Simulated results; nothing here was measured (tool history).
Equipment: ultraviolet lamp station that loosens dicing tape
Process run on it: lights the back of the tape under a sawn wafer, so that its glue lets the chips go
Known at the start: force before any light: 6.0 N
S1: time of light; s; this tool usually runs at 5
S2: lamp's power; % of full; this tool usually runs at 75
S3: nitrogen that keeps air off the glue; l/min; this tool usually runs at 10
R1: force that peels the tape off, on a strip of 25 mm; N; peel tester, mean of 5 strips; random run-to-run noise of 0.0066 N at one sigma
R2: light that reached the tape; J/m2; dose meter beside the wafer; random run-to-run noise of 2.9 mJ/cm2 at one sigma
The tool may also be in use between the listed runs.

{"run": 1, "hour": 0.0, "S1": 5, "S2": 75, "S3": 10, "R1": 0.552, "R2": 2930}
{"run": 2, "hour": 14.4, "S1": 5, "S2": 75, "S3": 10, "R1": 0.566, "R2": 2930}
{"run": 3, "hour": 40.3, "S1": 5, "S2": 75, "S3": 10, "R1": 0.545, "R2": 2880}
{"run": 4, "hour": 61.3, "S1": 5, "S2": 93, "S3": 10, "R1": 0.356, "R2": 3510}
{"run": 5, "hour": 78.0, "S1": 5, "S2": 93, "S3": 10, "R1": 0.372, "R2": 3410}
{"run": 6, "hour": 93.4, "S1": 5, "S2": 93, "S3": 10, "R1": 0.361, "R2": 3460}
{"run": 7, "hour": 112.1, "S1": 5, "S2": 93, "S3": 10, "R1": 0.364, "R2": 3400}
{"run": 8, "hour": 132.6, "S1": 5, "S2": 93, "S3": 10, "R1": 0.379, "R2": 3370}
{"run": 9, "hour": 160.7, "S1": 3, "S2": 89, "S3": 10, "R1": 1.259, "R2": 1920}
{"run": 10, "hour": 187.5, "S1": 4, "S2": 66, "S3": 6, "R1": 1.719, "R2": 1890}
{"hour": 189.3, "done": "window cleaned of glue's vapour"}
{"run": 11, "hour": 203.8, "S1": 4, "S2": 71, "S3": 6, "R1": 1.141, "R2": 2390}
{"hour": 217.6, "done": "lamp changed"}
{"run": 12, "hour": 230.9, "S1": 4, "S2": 67, "S3": 7, "R1": 0.7, "R2": 3020}
{"run": 13, "hour": 260.0, "S1": 5, "S2": 87, "S3": 10, "R1": 0.164, "R2": 4800}
{"run": 14, "hour": 278.9, "S1": 5, "S2": 87, "S3": 10, "R1": 0.149, "R2": 4800}
{"run": 15, "hour": 293.2, "S1": 4, "S2": 89, "S3": 10, "R1": 0.263, "R2": 3930}
{"run": 16, "hour": 319.1, "S1": 5, "S2": 76, "S3": 8, "R1": 0.298, "R2": 4120}

3 ways to go on from here, each from the tool as it stands after run 16. What would each give?
{"run": "A", "hour": 336.8, "S1": 4, "S2": 80, "S3": 8, "R1": "?", "R2": "?"}
{"run": "B", "hour": 336.8, "S1": 9, "S2": 76, "S3": 6, "R1": "?", "R2": "?"}
{"run": "C", "hour": 336.8, "S1": 5, "S2": 75, "S3": 16, "R1": "?", "R2": "?"}

run=A R1=0.450 R2=3410
run=B R1=0.089 R2=7250
run=C R1=0.165 R2=4070
Had the tool no hidden state, the same runs would have come out as:
run=A R1=0.392 R2=3610
run=B R1=0.080 R2=7680
run=C R1=0.143 R2=4310

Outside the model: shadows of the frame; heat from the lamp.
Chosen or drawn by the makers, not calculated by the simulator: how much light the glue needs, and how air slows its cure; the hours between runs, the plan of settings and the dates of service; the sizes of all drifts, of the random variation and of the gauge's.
